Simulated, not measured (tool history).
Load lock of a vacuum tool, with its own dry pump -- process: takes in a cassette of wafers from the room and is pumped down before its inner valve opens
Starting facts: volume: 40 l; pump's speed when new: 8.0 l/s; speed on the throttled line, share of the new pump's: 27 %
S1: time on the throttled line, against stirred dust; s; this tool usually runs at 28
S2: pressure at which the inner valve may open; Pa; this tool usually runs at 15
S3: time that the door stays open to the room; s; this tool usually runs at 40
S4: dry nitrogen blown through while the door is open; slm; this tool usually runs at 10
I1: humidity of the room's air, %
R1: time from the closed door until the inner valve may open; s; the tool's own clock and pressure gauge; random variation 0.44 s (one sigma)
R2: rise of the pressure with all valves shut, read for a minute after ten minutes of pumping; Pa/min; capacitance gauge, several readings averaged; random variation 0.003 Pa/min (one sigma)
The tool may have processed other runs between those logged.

{"run": 1, "hour": 0.0, "S1": 28, "S2": 15, "S3": 40, "S4": 10, "I1": 44.3, "R1": 66, "R2": 0.054}
{"run": 2, "hour": 138.4, "S1": 28, "S2": 15, "S3": 40, "S4": 10, "I1": 45.8, "R1": 65.9, "R2": 0.06}
{"run": 3, "hour": 320.5, "S1": 28, "S2": 15, "S3": 40, "S4": 10, "I1": 46.8, "R1": 65.8, "R2": 0.061}
{"run": 4, "hour": 462.0, "S1": 28, "S2": 15, "S3": 40, "S4": 10, "I1": 43.1, "R1": 66.4, "R2": 0.059}
{"run": 5, "hour": 628.7, "S1": 28, "S2": 15, "S3": 40, "S4": 32, "I1": 46.8, "R1": 66, "R2": 0.048}
{"run": 6, "hour": 730.9, "S1": 28, "S2": 15, "S3": 40, "S4": 32, "I1": 44.4, "R1": 66.4, "R2": 0.047}
{"run": 7, "hour": 927.4, "S1": 28, "S2": 15, "S3": 40, "S4": 10, "I1": 46.1, "R1": 66.6, "R2": 0.065}
{"run": 8, "hour": 1095.3, "S1": 28, "S2": 15, "S3": 40, "S4": 10, "I1": 43.9, "R1": 65.5, "R2": 0.064}
{"run": 9, "hour": 1199.3, "S1": 29, "S2": 15, "S3": 40, "S4": 10, "I1": 44.2, "R1": 67.1, "R2": 0.074}
{"run": 10, "hour": 1326.8, "S1": 29, "S2": 15, "S3": 40, "S4": 10, "I1": 44.6, "R1": 66.8, "R2": 0.069}
{"run": 11, "hour": 1494.8, "S1": 29, "S2": 15, "S3": 40, "S4": 10, "I1": 46.9, "R1": 67.2, "R2": 0.073}
{"run": 12, "hour": 1618.3, "S1": 28, "S2": 15, "S3": 40, "S4": 10, "I1": 45.6, "R1": 66.2, "R2": 0.073}
{"run": 13, "hour": 1698.1, "S1": 32, "S2": 15, "S3": 40, "S4": 10, "I1": 42.6, "R1": 69.9, "R2": 0.068}
{"run": 14, "hour": 1855.4, "S1": 28, "S2": 15, "S3": 29, "S4": 10, "I1": 43.9, "R1": 65.7, "R2": 0.075}
{"run": 15, "hour": 2008.7, "S1": 28, "S2": 15, "S3": 40, "S4": 10, "I1": 40.9, "R1": 66, "R2": 0.073}
{"run": 16, "hour": 2202.8, "S1": 42, "S2": 14, "S3": 31, "S4": 37, "I1": 42.3, "R1": 77.1, "R2": 0.062}
{"run": 17, "hour": 2396.7, "S1": 42, "S2": 14, "S3": 31, "S4": 37, "I1": 45, "R1": 76.2, "R2": 0.059}
{"run": 18, "hour": 2482.0, "S1": 42, "S2": 20, "S3": 29, "S4": 40, "I1": 48, "R1": 75.9, "R2": 0.064}
{"run": 19, "hour": 2655.0, "S1": 21, "S2": 15, "S3": 40, "S4": 5, "I1": 43.5, "R1": 61.6, "R2": 0.093}
{"run": 20, "hour": 2802.5, "S1": 28, "S2": 26, "S3": 30, "S4": 10, "I1": 45.6, "R1": 63.6, "R2": 0.082}
{"run": 21, "hour": 2998.3, "S1": 28, "S2": 26, "S3": 30, "S4": 10, "I1": 46.1, "R1": 63.6, "R2": 0.082}
{"run": 22, "hour": 3168.4, "S1": 28, "S2": 26, "S3": 30, "S4": 10, "I1": 46.6, "R1": 63.7, "R2": 0.084}
{"run": 23, "hour": 3364.9, "S1": 32, "S2": 22, "S3": 89, "S4": 6, "I1": 47.5, "R1": 67.4, "R2": 0.131}
{"run": 24, "hour": 3553.5, "S1": 28, "S2": 11, "S3": 107, "S4": 10, "I1": 45.7, "R1": 69, "R2": 0.117}
{"run": 25, "hour": 3696.8, "S1": 43, "S2": 13, "S3": 40, "S4": 10, "I1": 47.2, "R1": 78.1, "R2": 0.106}
{"run": 26, "hour": 3869.3, "S1": 22, "S2": 15, "S3": 171, "S4": 10, "I1": 50.6, "R1": 62.8, "R2": 0.141}
{"run": 27, "hour": 4016.3, "S1": 15, "S2": 15, "S3": 51, "S4": 13, "I1": 44.5, "R1": 57.4, "R2": 0.094}
{"run": 28, "hour": 4167.8, "S1": 15, "S2": 15, "S3": 51, "S4": 13, "I1": 42.7, "R1": 56.9, "R2": 0.107}
{"run": 29, "hour": 4284.1, "S1": 24, "S2": 22, "S3": 128, "S4": 10, "I1": 48.8, "R1": 61.8, "R2": 0.135}
{"run": 30, "hour": 4417.2, "S1": 56, "S2": 26, "S3": 120, "S4": 19, "I1": 46.3, "R1": 84.3, "R2": 0.113}

Predict each of these 5 candidate next runs independently; none follows another, all start after run 30:
{"run": "A", "hour": 4580.2, "S1": 56, "S2": 26, "S3": 63, "S4": 14, "I1": 43.2, "R1": "?", "R2": "?"}
{"run": "B", "hour": 4580.2, "S1": 47, "S2": 29, "S3": 40, "S4": 10, "I1": 43.8, "R1": "?", "R2": "?"}
{"run": "C", "hour": 4580.2, "S1": 28, "S2": 20, "S3": 40, "S4": 13, "I1": 44.5, "R1": "?", "R2": "?"}
{"run": "D", "hour": 4580.2, "S1": 44, "S2": 20, "S3": 40, "S4": 8, "I1": 42.7, "R1": "?", "R2": "?"}
{"run": "E", "hour": 4580.2, "S1": 19, "S2": 14, "S3": 40, "S4": 10, "I1": 44, "R1": "?", "R2": "?"}

run=A R1=84.8 R2=0.114
run=B R1=77.2 R2=0.109
run=C R1=65 R2=0.11
run=D R1=76 R2=0.117
run=E R1=60.9 R2=0.107
The same runs, with their run-to-run variation unchanged, on a tool lacking any hidden condition would have given:
run=A R1=83 R2=0.04
run=B R1=75.4 R2=0.034
run=C R1=62.6 R2=0.035
run=D R1=74 R2=0.043
run=E R1=58.3 R2=0.033
